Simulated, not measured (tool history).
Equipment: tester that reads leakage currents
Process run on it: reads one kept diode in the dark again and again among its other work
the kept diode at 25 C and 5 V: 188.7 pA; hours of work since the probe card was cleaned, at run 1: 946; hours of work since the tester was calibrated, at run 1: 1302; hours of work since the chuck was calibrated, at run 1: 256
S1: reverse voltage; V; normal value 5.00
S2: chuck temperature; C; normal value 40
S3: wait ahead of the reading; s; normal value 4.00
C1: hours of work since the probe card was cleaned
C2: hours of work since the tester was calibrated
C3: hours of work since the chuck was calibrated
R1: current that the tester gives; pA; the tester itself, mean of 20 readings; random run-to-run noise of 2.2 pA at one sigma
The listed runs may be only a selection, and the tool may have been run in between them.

run,hour,S1,S2,S3,C1,C2,C3,R1
1,0.0,5.00,40,4.00,946,1302,256,749.21
2,35.5,5.00,40,4.00,969,1325,279,752.23
3,74.1,5.00,40,4.00,994,1350,304,753.36
# hour 94.8: probe card cleaned and baked
4,127.9,5.00,40,4.00,21,1383,337,741.87
5,186.4,5.00,40,4.00,59,1421,375,746.26
6,212.7,1.64,43,4.00,76,1438,392,654.74
7,263.1,5.00,31,4.00,109,1470,424,342.56
8,298.0,5.00,31,4.00,132,1493,447,343.40
9,356.0,8.65,31,2.96,169,1530,484,417.60
10,405.1,8.65,31,2.96,201,1562,516,423.29

Here are 4 independent what-if runs from the current tool condition. What would each one return?
A,451.6,2.79,31,0.44,231,1592,546,?
B,451.6,1.36,29,1.93,231,1592,546,?
C,451.6,1.79,31,4.86,231,1592,546,?
D,451.6,5.00,40,5.00,231,1592,546,?

run,R1
A,285.79
B,184.65
C,242.24
D,758.02
With the hidden condition removed and each run's random variation left untouched, the same runs would have given:
run,R1
A,270.62
B,174.85
C,229.54
D,720.80
